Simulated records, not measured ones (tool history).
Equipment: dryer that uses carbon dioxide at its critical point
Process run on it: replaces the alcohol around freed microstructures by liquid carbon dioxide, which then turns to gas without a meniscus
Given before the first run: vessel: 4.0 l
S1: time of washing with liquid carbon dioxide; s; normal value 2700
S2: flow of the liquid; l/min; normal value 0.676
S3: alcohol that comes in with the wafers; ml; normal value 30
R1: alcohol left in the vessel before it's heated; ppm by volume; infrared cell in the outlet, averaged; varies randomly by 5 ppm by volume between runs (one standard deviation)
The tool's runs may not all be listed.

run,hour,S1,S2,S3,R1
1,0,2700,0.676,30,302
2,27.1,2700,0.676,30,303
# hour 73.2: purifier's bed changed
3,73.2,2700,0.676,87,139
# hour 103.2: inlet filter changed
4,115.1,2700,0.676,87,45
5,146.5,2700,0.676,87,54
6,206.8,2700,0.676,87,71
7,233.3,3720,0.676,87,39
8,293.2,3720,0.649,87,51
9,352,2700,0.676,30,83
10,397.9,3900,1.029,30,84
11,433.2,2280,0.628,30,143
12,497.2,2760,0.784,43,94
13,556.5,2760,0.784,43,118
14,606.6,2760,0.784,76,139
15,651.7,2280,1.082,30,129
16,714.5,3480,0.676,31,141
17,753,3060,0.784,29,149
18,812.1,3060,0.676,30,172

Consider 3 possible next runs. They are alternatives, not a sequence: every one starts from the tool as it was left by run 18. What does each give?
A,853.8,1800,0.976,24,?
B,853.8,3000,0.676,23,?
C,853.8,2700,0.987,61,?

run,R1
A,192
B,181
C,166
With no hidden state in the tool, these same runs would have given:
run,R1
A,19
B,15
C,8

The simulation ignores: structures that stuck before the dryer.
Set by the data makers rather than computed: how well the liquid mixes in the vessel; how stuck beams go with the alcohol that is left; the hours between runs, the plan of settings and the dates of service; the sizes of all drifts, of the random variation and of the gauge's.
